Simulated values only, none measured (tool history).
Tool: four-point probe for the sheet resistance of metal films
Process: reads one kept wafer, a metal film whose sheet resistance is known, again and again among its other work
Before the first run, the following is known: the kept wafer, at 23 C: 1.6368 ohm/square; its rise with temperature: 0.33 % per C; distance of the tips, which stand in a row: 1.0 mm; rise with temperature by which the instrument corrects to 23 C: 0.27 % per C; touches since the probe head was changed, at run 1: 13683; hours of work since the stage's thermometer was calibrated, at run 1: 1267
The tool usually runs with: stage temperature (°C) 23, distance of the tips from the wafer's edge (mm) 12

run   hour  stage temperature (°C)  distance of the tips from the wafer's edge (mm)  touches since the probe head was changed  hours of work since the stage's thermometer was calibrated  sheet resistance as the instrument gives it (ohm/square)
  1      0                      23                                               12                                     13683                                                        1267                                                  1.638968
  2   38.5                      23                                               12                                     15255                                                        1293                                                  1.638731
  3   67.8                      23                                               12                                     16450                                                        1313                                                  1.638118
  4     99                      23                                               12                                     17721                                                        1335                                                  1.638479
  5  130.8                      23                                               12                                     19020                                                        1356                                                  1.638599
  6  164.6                      23                                               12                                     20399                                                        1380                                                  1.637896
  7  191.5                      23                                               12                                     21496                                                        1398                                                  1.637892
  8  224.4                      23                                               12                                     22836                                                        1421                                                  1.638366
  9  245.3                      23                                               12                                     23690                                                        1435                                                  1.638216
 10  273.1                      23                                               12                                     24823                                                        1454                                                  1.637881
 11  311.7                      25                                               12                                     26400                                                        1481                                                  1.639467
 12  350.3                      20                                               12                                     27971                                                        1507                                                  1.634049
 13    380                      20                                               12                                     29185                                                        1528                                                  1.634952
 14  409.4                      20                                               12                                     30384                                                        1548                                                  1.634042
 15  440.5                      21                                               61                                     31651                                                        1569                                                  1.629439
 16  460.6                      21                                                3                                     32471                                                        1583                                                  1.720211
 17  483.2                      34                                                4                                     33395                                                        1599                                                  1.694992
 18  502.8                      28                                               67                                     34193                                                        1612                                                  1.636102
 19  520.4                      31                                               56                                     34912                                                        1624                                                  1.638635
 20  543.9                      31                                               33                                     35870                                                        1640                                                   1.63888
 21  577.3                      19                                                3                                     37232                                                        1663                                                  1.717916
 22  604.2                      21                                               72                                     38331                                                        1682                                                  1.629041
 23  637.8                      26                                               10                                     39699                                                        1705                                                  1.642168
 24  658.4                      26                                               10                                     40542                                                        1719                                                  1.641642
 25  686.3                      21                                               17                                     41678                                                        1738                                                  1.631315

Run 26, settings as shown, results not yet in. Your forecast:
 26  722.4                      20                                               31                                     43151                                                        1763                                                         ?

sheet resistance as the instrument gives it (ohm/square): 1.628053
Were there no unlogged condition in the tool, this run, its random variation unchanged, would have produced sheet resistance as the instrument gives it (ohm/square) 1.634854.
